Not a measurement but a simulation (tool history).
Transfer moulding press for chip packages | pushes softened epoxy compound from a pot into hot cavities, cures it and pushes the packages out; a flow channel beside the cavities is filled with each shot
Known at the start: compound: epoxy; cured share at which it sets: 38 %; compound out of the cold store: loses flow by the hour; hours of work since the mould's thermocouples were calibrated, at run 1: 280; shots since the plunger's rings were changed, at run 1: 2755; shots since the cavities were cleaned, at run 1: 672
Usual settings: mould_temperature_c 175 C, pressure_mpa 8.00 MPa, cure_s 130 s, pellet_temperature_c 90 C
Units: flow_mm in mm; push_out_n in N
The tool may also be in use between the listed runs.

run,hour,mould_temperature_c,pressure_mpa,cure_s,pellet_temperature_c,hours of work since the mould's thermocouples were calibrated,shots since the plunger's rings were changed,shots since the cavities were cleaned,incoming compound's hours out of the cold store,flow_mm,push_out_n
1,0.0,175,8.00,130,90,280,2755,672,23.9,615,359
2,8.4,175,8.00,130,90,286,2844,761,45.6,560,345
3,16.4,175,8.00,130,90,292,2929,846,23.1,617,350
# hour 28.8: cavities cleaned with cleaning compound and waxed
4,28.8,175,8.00,130,90,301,3043,0,17.0,635,219
5,38.3,175,8.00,130,90,308,3143,100,27.7,597,241
6,46.8,175,8.00,130,90,315,3233,190,13.5,637,270
7,58.8,175,8.00,130,90,324,3359,316,15.0,623,305
8,66.0,175,8.00,130,90,330,3436,393,27.7,593,316
9,72.4,167,6.54,161,84,335,3503,460,41.3,528,343
# hour 78.8: plunger's sealing rings changed
10,81.1,167,6.54,161,84,339,24,525,41.9,546,351
11,86.9,171,6.26,161,84,344,85,586,43.1,519,302
12,93.3,171,6.26,161,93,349,153,654,31.0,543,319
13,101.3,178,9.72,113,96,355,237,738,14.5,708,389
14,113.0,171,8.49,113,96,364,360,861,8.9,693,646
# hour 124.1: cavities cleaned with cleaning compound and waxed
15,126.6,174,7.39,160,86,373,488,26,14.0,630,196
16,134.6,174,7.39,160,86,379,572,110,19.6,615,209

Measured less the same run without the tool's hidden state. The same run-to-run variation is in both; the gauge's scatter may not be:
The hidden state here: true mould temperature over the reading, C; pressure that reaches the compound, % of what is set; grip of the stained cavities, % over clean ones'; drift of the gauge itself on flow_mm, %; drift of the gauge itself on push_out_n, %.
run,flow_mm,push_out_n
1,-18,+134
2,-17,+136
3,-20,+144
4,-21,-1
5,-20,+28
6,-22,+54
7,-23,+80
8,-23,+91
9,-20,+109
10,-2,+117
11,-2,+108
12,-3,+116
13,-4,+144
14,-6,+247
15,-5,+6
16,-6,+28
